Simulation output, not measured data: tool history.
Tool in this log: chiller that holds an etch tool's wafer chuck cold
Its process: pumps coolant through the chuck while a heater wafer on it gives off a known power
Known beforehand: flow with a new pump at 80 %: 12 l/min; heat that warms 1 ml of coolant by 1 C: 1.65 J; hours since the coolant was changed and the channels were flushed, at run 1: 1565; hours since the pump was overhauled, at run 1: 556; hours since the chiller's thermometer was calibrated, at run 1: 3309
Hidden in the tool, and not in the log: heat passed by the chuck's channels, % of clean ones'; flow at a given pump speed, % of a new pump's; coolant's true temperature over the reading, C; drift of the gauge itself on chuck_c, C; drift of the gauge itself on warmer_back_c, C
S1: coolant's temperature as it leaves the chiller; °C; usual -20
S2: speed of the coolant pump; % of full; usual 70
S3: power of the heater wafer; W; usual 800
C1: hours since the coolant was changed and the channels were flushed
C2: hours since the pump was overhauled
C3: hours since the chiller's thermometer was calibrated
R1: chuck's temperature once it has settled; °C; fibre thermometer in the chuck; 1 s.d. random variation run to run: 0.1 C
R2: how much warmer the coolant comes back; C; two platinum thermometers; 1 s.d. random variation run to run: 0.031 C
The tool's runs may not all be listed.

Run 1, hour 0.0: usual settings; C1 1565; C2 556; C3 3309. Result: R1 -12.5 °C, R2 2.87 C.
Run 2, hour 27.8: usual settings but S2 89 % of full; C1 1592; C2 584; C3 3337. Result: R1 -13.9 °C, R2 2.22 C.
Run 3, hour 62.3: usual settings but S1 -17 °C, S2 89 % of full; C1 1627; C2 619; C3 3372. Result: R1 -11.2 °C, R2 2.18 C.
Run 4, hour 84.5: usual settings but S1 -17 °C, S2 89 % of full; C1 1649; C2 641; C3 3394. Result: R1 -10.8 °C, R2 2.23 C.
Run 5, hour 118.8: usual settings but S1 -17 °C, S2 89 % of full; C1 1683; C2 675; C3 3428. Result: R1 -11.0 °C, R2 2.19 C.
Run 6, hour 144.4: usual settings; C1 1709; C2 701; C3 3454. Result: R1 -12.5 °C, R2 2.85 C.
Run 7, hour 190.3: usual settings; C1 1755; C2 747; C3 3500. Result: R1 -12.5 °C, R2 2.84 C.
Run 8, hour 230.8: usual settings but S3 846 W; C1 1795; C2 787; C3 3540. Result: R1 -12.2 °C, R2 3.01 C.
Run 9, hour 270.8: usual settings but S3 846 W; C1 1835; C2 827; C3 3580. Result: R1 -11.8 °C, R2 3.04 C.
Run 10, hour 317.1: usual settings but S3 846 W; C1 1882; C2 873; C3 3626. Result: R1 -11.9 °C, R2 3.09 C.
Run 11, hour 351.6: usual settings but S3 846 W; C1 1916; C2 908; C3 3661. Result: R1 -11.9 °C, R2 3.04 C.
Run 12, hour 391.6: usual settings but S3 846 W; C1 1956; C2 948; C3 3701. Result: R1 -12.0 °C, R2 3.12 C.
Run 13, hour 429.9: usual settings but S3 987 W; C1 1995; C2 986; C3 3739. Result: R1 -10.5 °C, R2 3.56 C.
Run 14, hour 464.7: usual settings but S3 987 W; C1 2029; C2 1021; C3 3774. Result: R1 -10.6 °C, R2 3.59 C.
Run 15, hour 483.7: usual settings; C1 2048; C2 1040; C3 3793. Result: R1 -12.3 °C, R2 2.94 C.
Run 16, hour 528.2: usual settings but S2 63 % of full; C1 2093; C2 1085; C3 3838. Result: R1 -11.5 °C, R2 3.21 C.
Run 17, hour 557.7: usual settings but S1 -30 °C, S2 63 % of full, S3 667 W; C1 2122; C2 1114; C3 3867. Result: R1 -22.9 °C, R2 2.69 C.
Run 18, hour 586.5: usual settings but S1 -30 °C, S2 63 % of full, S3 667 W; C1 2151; C2 1143; C3 3896. Result: R1 -23.0 °C, R2 2.67 C.
Run 19, hour 628.5: usual settings but S1 -27 °C, S3 1096 W; C1 2193; C2 1185; C3 3938. Result: R1 -16.4 °C, R2 4.00 C.
Run 20, hour 664.4: usual settings but S1 -13 °C, S2 99 % of full, S3 967 W; C1 2229; C2 1221; C3 3974. Result: R1 -6.4 °C, R2 2.46 C.
Run 21, hour 687.3: usual settings but S1 -13 °C, S2 99 % of full, S3 967 W; C1 2252; C2 1244; C3 3997. Result: R1 -6.2 °C, R2 2.54 C.
Run 22, hour 713.4: usual settings but S1 -13 °C, S2 90 % of full, S3 732 W; C1 2278; C2 1270; C3 4023. Result: R1 -7.5 °C, R2 2.15 C.
Run 23, hour 755.9: usual settings but S2 99 % of full, S3 1084 W; C1 2320; C2 1312; C3 4065. Result: R1 -12.4 °C, R2 2.74 C.
Run 24, hour 787.1: usual settings but S1 -22 °C, S2 99 % of full, S3 449 W; C1 2352; C2 1343; C3 4096. Result: R1 -19.0 °C, R2 1.11 C.
Run 25, hour 826.2: usual settings but S1 -22 °C, S2 99 % of full, S3 719 W; C1 2391; C2 1383; C3 4136. Result: R1 -17.2 °C, R2 1.88 C.
Run 26, hour 849.4: usual settings but S1 -22 °C, S2 99 % of full, S3 719 W; C1 2414; C2 1406; C3 4159. Result: R1 -17.2 °C, R2 1.84 C.
Run 27, hour 871.9: usual settings but S1 -14 °C, S2 68 % of full, S3 499 W; C1 2437; C2 1428; C3 4181. Result: R1 -9.2 °C, R2 1.87 C.
Run 28, hour 915.4: usual settings but S1 -14 °C, S2 68 % of full, S3 499 W; C1 2480; C2 1472; C3 4225. Result: R1 -9.2 °C, R2 1.87 C.
Run 29, hour 957.1: usual settings but S1 -16 °C; C1 2522; C2 1514; C3 4266. Result: R1 -8.1 °C, R2 2.92 C.
Run 30, hour 984.8: usual settings but S1 -29 °C, S2 64 % of full; C1 2549; C2 1541; C3 4294. Result: R1 -20.6 °C, R2 3.25 C.
Run 31, hour 1008.3: usual settings but S1 -23 °C, S2 69 % of full; C1 2573; C2 1565; C3 4318. Result: R1 -15.1 °C, R2 3.02 C.

Consider 3 possible next runs. They are alternatives, not a sequence: every one starts from the tool as it was left by run 31. What does each give?
Run A, hour 1031.4: usual settings but S1 -15 °C, S2 83 % of full, S3 612 W; C1 2596; C2 1588; C3 4341. Result: R1 ?, R2 ?.
Run B, hour 1031.4: usual settings but S1 -21 °C; C1 2596; C2 1588; C3 4341. Result: R1 ?, R2 ?.
Run C, hour 1031.4: usual settings but S2 80 % of full; C1 2596; C2 1588; C3 4341. Result: R1 ?, R2 ?.

run     R1    R2
  A  -10.1  1.86
  B  -13.0  2.97
  C  -13.0  2.62
With no hidden state in the tool, these same runs would have given:
run     R1    R2
  A  -10.2  1.75
  B  -13.5  2.80
  C  -13.4  2.47
